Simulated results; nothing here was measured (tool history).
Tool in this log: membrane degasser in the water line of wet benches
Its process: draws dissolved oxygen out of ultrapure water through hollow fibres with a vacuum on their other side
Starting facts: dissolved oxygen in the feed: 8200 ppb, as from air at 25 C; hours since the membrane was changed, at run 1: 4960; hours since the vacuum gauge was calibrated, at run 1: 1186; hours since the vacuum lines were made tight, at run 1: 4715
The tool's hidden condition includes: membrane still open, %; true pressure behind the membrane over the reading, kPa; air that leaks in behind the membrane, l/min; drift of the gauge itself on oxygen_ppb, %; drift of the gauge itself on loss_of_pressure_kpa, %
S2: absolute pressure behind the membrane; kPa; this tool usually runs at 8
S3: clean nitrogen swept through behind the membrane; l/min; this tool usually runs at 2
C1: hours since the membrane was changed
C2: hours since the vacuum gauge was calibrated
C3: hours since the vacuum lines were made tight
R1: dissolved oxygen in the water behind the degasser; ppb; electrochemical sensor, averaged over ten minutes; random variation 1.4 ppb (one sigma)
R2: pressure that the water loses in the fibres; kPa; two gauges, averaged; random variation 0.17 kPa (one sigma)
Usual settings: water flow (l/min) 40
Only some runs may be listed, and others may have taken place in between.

Run 1, hour 0: usual settings; C1 4960; C2 1186; C3 4715. Result: R1 239.1 ppb, R2 57.21 kPa.
Run 2, hour 92.3: usual settings; C1 5052; C2 1279; C3 4807. Result: R1 242.1 ppb, R2 57.2 kPa.
Run 3, hour 217.4: usual settings; C1 5177; C2 1404; C3 4932. Result: R1 239.3 ppb, R2 57.29 kPa.
Run 4, hour 348.4: usual settings; C1 5308; C2 1535; C3 5063. Result: R1 242.7 ppb, R2 57.23 kPa.
Run 5, hour 440: usual settings; C1 5400; C2 1626; C3 5155. Result: R1 239.4 ppb, R2 57.38 kPa.
Run 6, hour 530.9: usual settings; C1 5491; C2 1717; C3 5246. Result: R1 241.2 ppb, R2 57.24 kPa.
At hour 593.2: seals of the vacuum lines changed.
Run 7, hour 617.6: usual settings but water flow (l/min) 50; C1 5575; C2 1802; C3 24. Result: R1 316.7 ppb, R2 71.76 kPa.
Run 8, hour 727: usual settings but water flow (l/min) 50; C1 5685; C2 1911; C3 134. Result: R1 316.9 ppb, R2 71.68 kPa.
Run 9, hour 897.5: usual settings but water flow (l/min) 50; C1 5855; C2 2082; C3 304. Result: R1 319.4 ppb, R2 71.54 kPa.
Run 10, hour 1050.9: usual settings but water flow (l/min) 50; C1 6009; C2 2235; C3 458. Result: R1 318.1 ppb, R2 71.25 kPa.
Run 11, hour 1122.6: usual settings; C1 6080; C2 2307; C3 529. Result: R1 243.5 ppb, R2 57.27 kPa.
Run 12, hour 1264.2: usual settings; C1 6222; C2 2449; C3 671. Result: R1 243 ppb, R2 56.96 kPa.
Run 13, hour 1429.8: usual settings but S2 10.27 kPa; C1 6387; C2 2614; C3 837. Result: R1 342.1 ppb, R2 57.16 kPa.
Run 14, hour 1571.3: usual settings; C1 6529; C2 2756; C3 978. Result: R1 244.9 ppb, R2 57.07 kPa.
Run 15, hour 1743.8: usual settings; C1 6701; C2 2928; C3 1151. Result: R1 243.5 ppb, R2 57.2 kPa.
Run 16, hour 1914.8: usual settings but water flow (l/min) 61, S2 9.89 kPa, S3 1.74 l/min; C1 6872; C2 3099; C3 1322. Result: R1 571 ppb, R2 87.34 kPa.
Run 17, hour 2055.2: usual settings but water flow (l/min) 37, S2 8.98 kPa, S3 3.43 l/min; C1 7013; C2 3239; C3 1462. Result: R1 172.3 ppb, R2 52.73 kPa.
Run 18, hour 2160.3: usual settings but S2 8.71 kPa, S3 1.79 l/min; C1 7118; C2 3345; C3 1567. Result: R1 301.7 ppb, R2 57.47 kPa.
At hour 2261.8: gauge calibrated.
Run 19, hour 2282.2: usual settings but water flow (l/min) 45, S2 10.45 kPa; C1 7240; C2 3467; C3 1689. Result: R1 385 ppb, R2 64.27 kPa.
Run 20, hour 2426.4: usual settings but water flow (l/min) 45, S2 10.45 kPa; C1 7384; C2 3611; C3 1833. Result: R1 391.8 ppb, R2 64.18 kPa.
Run 21, hour 2496.5: usual settings but water flow (l/min) 45, S2 10.45 kPa; C1 7454; C2 3681; C3 1903. Result: R1 390.4 ppb, R2 64.52 kPa.
Run 22, hour 2607.3: usual settings but water flow (l/min) 45, S2 10.45 kPa; C1 7565; C2 3792; C3 2014. Result: R1 393 ppb, R2 64.49 kPa.
Run 23, hour 2692.5: usual settings but water flow (l/min) 53, S2 6.78 kPa, S3 5.17 l/min; C1 7650; C2 3877; C3 2099. Result: R1 159.6 ppb, R2 75.7 kPa.
Run 24, hour 2793.2: usual settings but S3 4.98 l/min; C1 7751; C2 3978; C3 2200. Result: R1 123.5 ppb, R2 57.08 kPa.
Run 25, hour 2865.4: usual settings but water flow (l/min) 29; C1 7823; C2 4050; C3 2272. Result: R1 170.1 ppb, R2 41.26 kPa.
Run 26, hour 2971.4: usual settings but water flow (l/min) 35, S2 12.7 kPa, S3 1.19 l/min; C1 7929; C2 4156; C3 2378. Result: R1 584.5 ppb, R2 49.78 kPa.
Run 27, hour 3086.2: usual settings but water flow (l/min) 35, S2 12.7 kPa, S3 1.19 l/min; C1 8044; C2 4271; C3 2493. Result: R1 586.5 ppb, R2 50.08 kPa.

Each row is a separate what-if for the run after 27, all from the same tool condition, not one after another. Results?
Run A, hour 3156.6: usual settings but water flow (l/min) 31, S2 10.1 kPa, S3 3.11 l/min; C1 8114; C2 4341; C3 2563. Result: R1 ?, R2 ?.
Run B, hour 3156.6: usual settings but water flow (l/min) 35, S2 12.7 kPa, S3 1.22 l/min; C1 8114; C2 4341; C3 2563. Result: R1 ?, R2 ?.
Run C, hour 3156.6: usual settings but water flow (l/min) 55, S2 13.29 kPa, S3 0.92 l/min; C1 8114; C2 4341; C3 2563. Result: R1 ?, R2 ?.

run     R1     R2
  A  174.8  44.34
  B  569.4  49.84
  C   1078  78.61
Had the tool no hidden state, the same runs would have come out as:
run      R1     R2
  A   172.6  44.31
  B   562.5  49.81
  C  1065.1  78.56
